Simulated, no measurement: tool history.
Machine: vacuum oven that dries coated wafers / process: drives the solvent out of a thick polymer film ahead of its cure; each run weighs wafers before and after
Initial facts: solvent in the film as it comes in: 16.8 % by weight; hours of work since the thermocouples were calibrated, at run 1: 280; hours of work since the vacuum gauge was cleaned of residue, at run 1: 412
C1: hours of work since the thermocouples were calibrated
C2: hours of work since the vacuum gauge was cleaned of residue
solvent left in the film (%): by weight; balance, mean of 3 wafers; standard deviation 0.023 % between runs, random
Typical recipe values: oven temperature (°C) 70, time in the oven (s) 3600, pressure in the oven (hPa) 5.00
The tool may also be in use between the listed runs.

{"run": 1, "hour": 0.0, "oven temperature (°C)": 70, "time in the oven (s)": 3600, "pressure in the oven (hPa)": 5.0, "C1": 280, "C2": 412, "solvent left in the film (%)": 2.75}
{"run": 2, "hour": 18.5, "oven temperature (°C)": 70, "time in the oven (s)": 3600, "pressure in the oven (hPa)": 5.0, "C1": 294, "C2": 426, "solvent left in the film (%)": 2.76}
{"run": 3, "hour": 33.1, "oven temperature (°C)": 70, "time in the oven (s)": 3600, "pressure in the oven (hPa)": 5.0, "C1": 304, "C2": 436, "solvent left in the film (%)": 2.78}
{"run": 4, "hour": 48.9, "oven temperature (°C)": 70, "time in the oven (s)": 3600, "pressure in the oven (hPa)": 5.0, "C1": 316, "C2": 448, "solvent left in the film (%)": 2.74}
{"run": 5, "hour": 67.1, "oven temperature (°C)": 70, "time in the oven (s)": 3600, "pressure in the oven (hPa)": 5.0, "C1": 329, "C2": 461, "solvent left in the film (%)": 2.85}
{"run": 6, "hour": 84.8, "oven temperature (°C)": 70, "time in the oven (s)": 3600, "pressure in the oven (hPa)": 5.0, "C1": 342, "C2": 474, "solvent left in the film (%)": 2.82}
{"run": 7, "hour": 106.1, "oven temperature (°C)": 70, "time in the oven (s)": 3600, "pressure in the oven (hPa)": 5.0, "C1": 358, "C2": 490, "solvent left in the film (%)": 2.85}
{"run": 8, "hour": 117.1, "oven temperature (°C)": 70, "time in the oven (s)": 3600, "pressure in the oven (hPa)": 5.0, "C1": 366, "C2": 498, "solvent left in the film (%)": 2.8}
{"run": 9, "hour": 140.8, "oven temperature (°C)": 70, "time in the oven (s)": 3600, "pressure in the oven (hPa)": 5.0, "C1": 383, "C2": 515, "solvent left in the film (%)": 2.84}
{"run": 10, "hour": 153.4, "oven temperature (°C)": 70, "time in the oven (s)": 3600, "pressure in the oven (hPa)": 5.03, "C1": 392, "C2": 524, "solvent left in the film (%)": 2.88}
{"run": 11, "hour": 168.5, "oven temperature (°C)": 64, "time in the oven (s)": 3600, "pressure in the oven (hPa)": 5.0, "C1": 403, "C2": 535, "solvent left in the film (%)": 4.34}
{"run": 12, "hour": 182.3, "oven temperature (°C)": 64, "time in the oven (s)": 3600, "pressure in the oven (hPa)": 5.0, "C1": 413, "C2": 545, "solvent left in the film (%)": 4.28}
{"run": 13, "hour": 197.7, "oven temperature (°C)": 64, "time in the oven (s)": 3600, "pressure in the oven (hPa)": 5.0, "C1": 425, "C2": 557, "solvent left in the film (%)": 4.34}
{"run": 14, "hour": 212.4, "oven temperature (°C)": 70, "time in the oven (s)": 3600, "pressure in the oven (hPa)": 6.18, "C1": 435, "C2": 567, "solvent left in the film (%)": 2.95}
{"run": 15, "hour": 231.4, "oven temperature (°C)": 79, "time in the oven (s)": 3600, "pressure in the oven (hPa)": 3.31, "C1": 449, "C2": 581, "solvent left in the film (%)": 1.19}
{"run": 16, "hour": 254.9, "oven temperature (°C)": 79, "time in the oven (s)": 3600, "pressure in the oven (hPa)": 10.91, "C1": 466, "C2": 598, "solvent left in the film (%)": 1.56}
{"run": 17, "hour": 270.7, "oven temperature (°C)": 79, "time in the oven (s)": 6120, "pressure in the oven (hPa)": 10.91, "C1": 478, "C2": 610, "solvent left in the film (%)": 0.68}
{"run": 18, "hour": 286.0, "oven temperature (°C)": 68, "time in the oven (s)": 4020, "pressure in the oven (hPa)": 14.85, "C1": 489, "C2": 621, "solvent left in the film (%)": 3.46}
{"run": 19, "hour": 305.7, "oven temperature (°C)": 65, "time in the oven (s)": 3060, "pressure in the oven (hPa)": 3.01, "C1": 503, "C2": 635, "solvent left in the film (%)": 4.8}
{"run": 20, "hour": 329.5, "oven temperature (°C)": 65, "time in the oven (s)": 3060, "pressure in the oven (hPa)": 3.01, "C1": 521, "C2": 653, "solvent left in the film (%)": 4.78}
{"run": 21, "hour": 348.2, "oven temperature (°C)": 65, "time in the oven (s)": 3060, "pressure in the oven (hPa)": 3.01, "C1": 535, "C2": 667, "solvent left in the film (%)": 4.85}
{"run": 22, "hour": 367.3, "oven temperature (°C)": 78, "time in the oven (s)": 2520, "pressure in the oven (hPa)": 11.74, "C1": 549, "C2": 680, "solvent left in the film (%)": 2.95}
{"run": 23, "hour": 389.5, "oven temperature (°C)": 78, "time in the oven (s)": 2520, "pressure in the oven (hPa)": 11.74, "C1": 565, "C2": 697, "solvent left in the film (%)": 3.01}
{"run": 24, "hour": 399.6, "oven temperature (°C)": 68, "time in the oven (s)": 2460, "pressure in the oven (hPa)": 5.0, "C1": 572, "C2": 704, "solvent left in the film (%)": 5.19}

Alternative continuations, all from the tool just after run 24; predict every row:
{"run": "A", "hour": 422.7, "oven temperature (°C)": 73, "time in the oven (s)": 4860, "pressure in the oven (hPa)": 3.66, "C1": 589, "C2": 721, "solvent left in the film (%)": "?"}
{"run": "B", "hour": 422.7, "oven temperature (°C)": 80, "time in the oven (s)": 2460, "pressure in the oven (hPa)": 5.0, "C1": 589, "C2": 721, "solvent left in the film (%)": "?"}
{"run": "C", "hour": 422.7, "oven temperature (°C)": 66, "time in the oven (s)": 2460, "pressure in the oven (hPa)": 2.57, "C1": 589, "C2": 721, "solvent left in the film (%)": "?"}

run=A solvent_left_in_the_film_(%)=1.30
run=B solvent_left_in_the_film_(%)=2.41
run=C solvent_left_in_the_film_(%)=5.64
Without the tool's unlogged condition, the same runs would have read:
run=A solvent_left_in_the_film_(%)=0.99
run=B solvent_left_in_the_film_(%)=2.02
run=C solvent_left_in_the_film_(%)=5.09

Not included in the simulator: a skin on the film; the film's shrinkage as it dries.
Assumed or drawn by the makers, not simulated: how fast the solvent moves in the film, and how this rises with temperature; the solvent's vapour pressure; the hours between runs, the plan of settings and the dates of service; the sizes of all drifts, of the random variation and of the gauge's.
